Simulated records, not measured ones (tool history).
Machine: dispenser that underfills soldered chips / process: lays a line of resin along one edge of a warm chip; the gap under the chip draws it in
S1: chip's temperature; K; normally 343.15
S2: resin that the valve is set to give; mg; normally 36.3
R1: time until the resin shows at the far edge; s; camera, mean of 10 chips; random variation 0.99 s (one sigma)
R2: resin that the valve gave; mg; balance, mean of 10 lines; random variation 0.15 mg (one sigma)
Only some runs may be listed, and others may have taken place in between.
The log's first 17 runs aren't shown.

Run 18, hour 132.4: usual settings but S1 346.15 K. Result: R1 151.7 s, R2 35.81 mg.
At hour 134.5: new syringe of resin.
Run 19, hour 138.2: usual settings but S1 334.15 K, S2 31 mg. Result: R1 179.8 s, R2 30.32 mg.
Run 20, hour 142.1: usual settings but S1 334.15 K, S2 31 mg. Result: R1 236.6 s, R2 30.26 mg.
At hour 145.9: new syringe of resin.
Run 21, hour 146.6: usual settings but S1 329.15 K, S2 31 mg. Result: R1 173.7 s, R2 30.39 mg.
Run 22, hour 151.4: usual settings but S1 329.15 K, S2 31 mg. Result: R1 239.6 s, R2 30.26 mg.
At hour 157.4: new syringe of resin.
Run 23, hour 157.8: usual settings but S1 338.15 K. Result: R1 120 s, R2 35.1 mg.
Run 24, hour 163.1: usual settings but S2 31 mg. Result: R1 147.5 s, R2 30.09 mg.
At hour 168.8: new syringe of resin.
Run 25, hour 171.2: usual settings but S2 31 mg. Result: R1 117.5 s, R2 30 mg.
Run 26, hour 178.7: usual settings but S2 33.8 mg. Result: R1 189.6 s, R2 32.5 mg.
At hour 180: new syringe of resin.
Run 27, hour 183.4: usual settings but S2 33.8 mg. Result: R1 121.7 s, R2 32.54 mg.
Run 28, hour 190.5: usual settings but S1 354.15 K, S2 45.1 mg. Result: R1 130 s, R2 43.38 mg.
At hour 191.4: new syringe of resin.
Run 29, hour 198: usual settings but S1 344.15 K, S2 41.6 mg. Result: R1 143.8 s, R2 39.81 mg.
At hour 202.6: new syringe of resin.
Run 30, hour 204.3: usual settings but S1 344.15 K, S2 41.6 mg. Result: R1 102.6 s, R2 39.97 mg.
Run 31, hour 210.7: usual settings but S1 344.15 K, S2 41.6 mg. Result: R1 158.9 s, R2 39.61 mg.
At hour 214.2: new syringe of resin.
Run 32, hour 218.1: usual settings but S1 358.15 K, S2 38.3 mg. Result: R1 70.2 s, R2 36.19 mg.
At hour 225.6: new syringe of resin.
Run 33, hour 226.8: usual settings but S1 358.15 K, S2 38.3 mg. Result: R1 61.7 s, R2 36.18 mg.
Run 34, hour 233.3: usual settings but S1 358.15 K, S2 38.3 mg. Result: R1 95.5 s, R2 36.38 mg.
At hour 236.9: new syringe of resin.
Run 35, hour 238.7: usual settings but S1 358.15 K, S2 38.3 mg. Result: R1 64.8 s, R2 36.35 mg.

Each row is a separate what-if for the run after 35, all from the same tool condition, not one after another. Results?
Run A, hour 243: usual settings but S1 342.15 K, S2 31.8 mg. Result: R1 ?, R2 ?.
Run B, hour 243: usual settings but S1 330.15 K, S2 44.7 mg. Result: R1 ?, R2 ?.
Run C, hour 243: usual settings but S2 34.1 mg. Result: R1 ?, R2 ?.

run     R1     R2
  A  156.4  30.11
  B  240.5  42.02
  C  150.1  32.08
Stripped of hidden state, with their random variation kept, the same runs would have yielded:
run     R1     R2
  A   99.3  31.93
  B  154.2  44.56
  C   95.8  34.02
